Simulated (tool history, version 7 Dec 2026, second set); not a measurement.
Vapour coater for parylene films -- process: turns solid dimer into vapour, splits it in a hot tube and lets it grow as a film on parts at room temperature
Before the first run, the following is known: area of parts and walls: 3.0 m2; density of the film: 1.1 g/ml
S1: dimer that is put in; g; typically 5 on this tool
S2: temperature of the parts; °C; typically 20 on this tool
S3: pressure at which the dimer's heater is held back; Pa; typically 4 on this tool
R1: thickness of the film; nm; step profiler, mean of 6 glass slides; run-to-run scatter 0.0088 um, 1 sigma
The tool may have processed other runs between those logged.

run 1 hour=0 | S1=5 S2=20 S3=4 | R1=899
run 2 hour=27.9 | S1=5 S2=20 S3=4 | R1=883
run 3 hour=53.2 | S1=8 S2=20 S3=4 | R1=1415
run 4 hour=73.3 | S1=5 S2=20 S3=4 | R1=881
run 5 hour=108.4 | S1=5 S2=20 S3=4 | R1=848
run 6 hour=135.6 | S1=5 S2=20 S3=3.38 | R1=887
run 7 hour=169.7 | S1=5 S2=20 S3=3.38 | R1=872
run 8 hour=190.1 | S1=5 S2=20 S3=4 | R1=849
run 9 hour=226.3 | S1=5 S2=20 S3=4 | R1=843
run 10 hour=263.5 | S1=5 S2=20 S3=4 | R1=836
-- hour=284.9 trap's valve overhauled
run 11 hour=296.8 | S1=5 S2=20 S3=4 | R1=944
run 12 hour=315.3 | S1=5 S2=20 S3=4 | R1=924
run 13 hour=343.9 | S1=5 S2=31 S3=4 | R1=700
run 14 hour=375.5 | S1=5 S2=20 S3=3.58 | R1=916
run 15 hour=398.7 | S1=5 S2=20 S3=4 | R1=921
run 16 hour=415.4 | S1=5 S2=20 S3=4 | R1=906
run 17 hour=431.5 | S1=5 S2=20 S3=4 | R1=883
run 18 hour=449.2 | S1=5 S2=20 S3=4 | R1=895
run 19 hour=468 | S1=5 S2=20 S3=9.87 | R1=768
run 20 hour=488.7 | S1=5 S2=20 S3=3.38 | R1=885
run 21 hour=523 | S1=5 S2=20 S3=4 | R1=861
run 22 hour=540.4 | S1=5 S2=23 S3=4 | R1=805
run 23 hour=569.5 | S1=6 S2=16 S3=3.84 | R1=1154
run 24 hour=599.3 | S1=6 S2=16 S3=3.84 | R1=1123
run 25 hour=629.3 | S1=6 S2=20 S3=8.25 | R1=912
run 26 hour=658 | S1=4 S2=20 S3=2.47 | R1=718
run 27 hour=687.8 | S1=5 S2=15 S3=6.32 | R1=858
run 28 hour=720.1 | S1=5 S2=15 S3=6.32 | R1=873
-- hour=728.2 trap's valve overhauled
run 29 hour=752.4 | S1=4 S2=23 S3=2.04 | R1=769
run 30 hour=782.8 | S1=3 S2=16 S3=2.57 | R1=668
run 31 hour=800 | S1=3 S2=17 S3=3.37 | R1=612
run 32 hour=827.8 | S1=3 S2=17 S3=3.37 | R1=597
run 33 hour=849 | S1=3 S2=17 S3=3.37 | R1=601
run 34 hour=880 | S1=6 S2=27 S3=10.58 | R1=775
run 35 hour=916.7 | S1=5 S2=28 S3=4 | R1=742
run 36 hour=937.1 | S1=2 S2=16 S3=5.39 | R1=388
run 37 hour=956.2 | S1=6 S2=16 S3=5.39 | R1=1108
run 38 hour=993 | S1=6 S2=16 S3=5.39 | R1=1090
run 39 hour=1012.2 | S1=8 S2=29 S3=4 | R1=1121
run 40 hour=1049.8 | S1=5 S2=20 S3=8.13 | R1=762
run 41 hour=1065.7 | S1=5 S2=20 S3=8.13 | R1=771
run 42 hour=1081.7 | S1=6 S2=12 S3=4 | R1=1230

What if the next run were any one of these 5? Each begins from the tool's condition after run 42:
run A hour=1110.5 | S1=3 S2=17 S3=6.16 | R1=?
run B hour=1110.5 | S1=8 S2=25 S3=4 | R1=?
run C hour=1110.5 | S1=5 S2=20 S3=2.09 | R1=?
run D hour=1110.5 | S1=8 S2=20 S3=6.5 | R1=?
run E hour=1110.5 | S1=5 S2=12 S3=10.95 | R1=?

run=A R1=504
run=B R1=1188
run=C R1=927
run=D R1=1252
run=E R1=878
Had the tool no hidden state, the same runs would have come out as:
run=A R1=549
run=B R1=1295
run=C R1=1010
run=D R1=1365
run=E R1=957
